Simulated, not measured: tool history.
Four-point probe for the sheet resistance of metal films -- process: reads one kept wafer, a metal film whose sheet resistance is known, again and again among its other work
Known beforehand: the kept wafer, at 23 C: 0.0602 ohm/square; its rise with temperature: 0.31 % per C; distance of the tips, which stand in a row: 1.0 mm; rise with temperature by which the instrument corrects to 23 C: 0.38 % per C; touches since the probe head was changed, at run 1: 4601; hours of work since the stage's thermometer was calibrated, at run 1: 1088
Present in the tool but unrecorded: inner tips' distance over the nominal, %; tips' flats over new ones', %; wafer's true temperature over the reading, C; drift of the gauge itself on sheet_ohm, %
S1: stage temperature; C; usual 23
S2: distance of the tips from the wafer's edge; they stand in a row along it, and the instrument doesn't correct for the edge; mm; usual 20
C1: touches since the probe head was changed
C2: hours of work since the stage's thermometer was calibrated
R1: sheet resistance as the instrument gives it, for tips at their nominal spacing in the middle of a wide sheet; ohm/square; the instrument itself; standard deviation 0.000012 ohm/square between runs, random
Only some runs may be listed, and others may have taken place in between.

| run | day | S1 | S2 | C1 | C2 | R1 |
|---|---|---|---|---|---|---|
| 1 | 0.000 | 23 | 20 | 4601 | 1088 | 0.060661 |
| 2 | 0.562 | 23 | 20 | 4745 | 1095 | 0.060669 |
| 3 | 1.008 | 23 | 20 | 4857 | 1101 | 0.060648 |
| 4 | 1.812 | 23 | 20 | 5062 | 1111 | 0.060670 |
| 5 | 2.296 | 23 | 20 | 5185 | 1117 | 0.060651 |
| 6 | 3.050 | 23 | 28 | 5377 | 1126 | 0.060614 |
| 7 | 4.046 | 23 | 20 | 5630 | 1139 | 0.060664 |
| 8 | 4.792 | 23 | 20 | 5820 | 1148 | 0.060659 |
| 9 | 5.346 | 23 | 20 | 5961 | 1155 | 0.060665 |
| 10 | 6.158 | 32 | 20 | 6167 | 1165 | 0.060297 |
| 11 | 6.712 | 23 | 50 | 6309 | 1172 | 0.060603 |
| 12 | 7.421 | 23 | 4 | 6489 | 1181 | 0.062552 |
| 13 | 8.158 | 23 | 4 | 6677 | 1190 | 0.062595 |
| 14 | 9.154 | 23 | 4 | 6930 | 1202 | 0.062552 |
| 15 | 10.038 | 23 | 4 | 7155 | 1213 | 0.062598 |
| 16 | 10.700 | 23 | 4 | 7323 | 1222 | 0.062580 |
| 17 | 11.608 | 23 | 4 | 7554 | 1233 | 0.062560 |
| 18 | 12.400 | 23 | 4 | 7755 | 1243 | 0.062586 |
| 19 | 13.142 | 23 | 4 | 7944 | 1252 | 0.062580 |
| 20 | 14.083 | 27 | 20 | 8184 | 1264 | 0.060508 |
| 21 | 14.583 | 27 | 20 | 8311 | 1270 | 0.060490 |
| 22 | 15.133 | 23 | 5 | 8451 | 1277 | 0.061890 |
| 23 | 15.646 | 23 | 5 | 8581 | 1283 | 0.061861 |
| 24 | 16.408 | 28 | 20 | 8775 | 1293 | 0.060497 |
| 25 | 17.067 | 25 | 3 | 8943 | 1301 | 0.063947 |
| 26 | 17.742 | 34 | 63 | 9114 | 1309 | 0.060174 |
| 27 | 18.629 | 33 | 11 | 9340 | 1320 | 0.060446 |
| 28 | 19.104 | 31 | 13 | 9461 | 1326 | 0.060496 |
| 29 | 19.979 | 31 | 13 | 9683 | 1337 | 0.060481 |
| 30 | 20.408 | 31 | 13 | 9793 | 1343 | 0.060463 |
| 31 | 21.267 | 31 | 13 | 10011 | 1353 | 0.060488 |
| 32 | 21.850 | 31 | 13 | 10160 | 1361 | 0.060470 |
| 33 | 22.588 | 31 | 34 | 10347 | 1370 | 0.060347 |
| 34 | 23.042 | 31 | 34 | 10462 | 1375 | 0.060309 |
| 35 | 23.538 | 27 | 9 | 10589 | 1382 | 0.060863 |
| 36 | 24.008 | 20 | 18 | 10708 | 1388 | 0.060870 |
| 37 | 24.721 | 20 | 18 | 10890 | 1396 | 0.060878 |
| 38 | 25.179 | 33 | 4 | 11007 | 1402 | 0.062191 |
| 39 | 25.633 | 20 | 36 | 11122 | 1408 | 0.060807 |
|  | 25.783 | stage's thermometer calibrated |
| 40 | 26.146 | 25 | 20 | 11247 | 5 | 0.060593 |
| 41 | 26.862 | 23 | 4 | 11429 | 13 | 0.062566 |
| 42 | 27.300 | 29 | 33 | 11541 | 19 | 0.060349 |
| 43 | 28.096 | 29 | 33 | 11743 | 29 | 0.060358 |
| 44 | 28.888 | 29 | 33 | 11945 | 39 | 0.060359 |

5 options for the next run, each taken on its own from the tool as it stands now. Forecast them:
| A | 29.504 | 23 | 6 | 12102 | 46 | ? |
| B | 29.504 | 23 | 23 | 12102 | 46 | ? |
| C | 29.504 | 19 | 25 | 12102 | 46 | ? |
| D | 29.504 | 26 | 33 | 12102 | 46 | ? |
| E | 29.504 | 22 | 24 | 12102 | 46 | ? |

| run | R1 |
|---|---|
| A | 0.061482 |
| B | 0.060643 |
| C | 0.060820 |
| D | 0.060485 |
| E | 0.060680 |
Without the tool's hidden state the same runs would have given:
| run | R1 |
|---|---|
| A | 0.061090 |
| B | 0.060257 |
| C | 0.060433 |
| D | 0.060099 |
| E | 0.060293 |
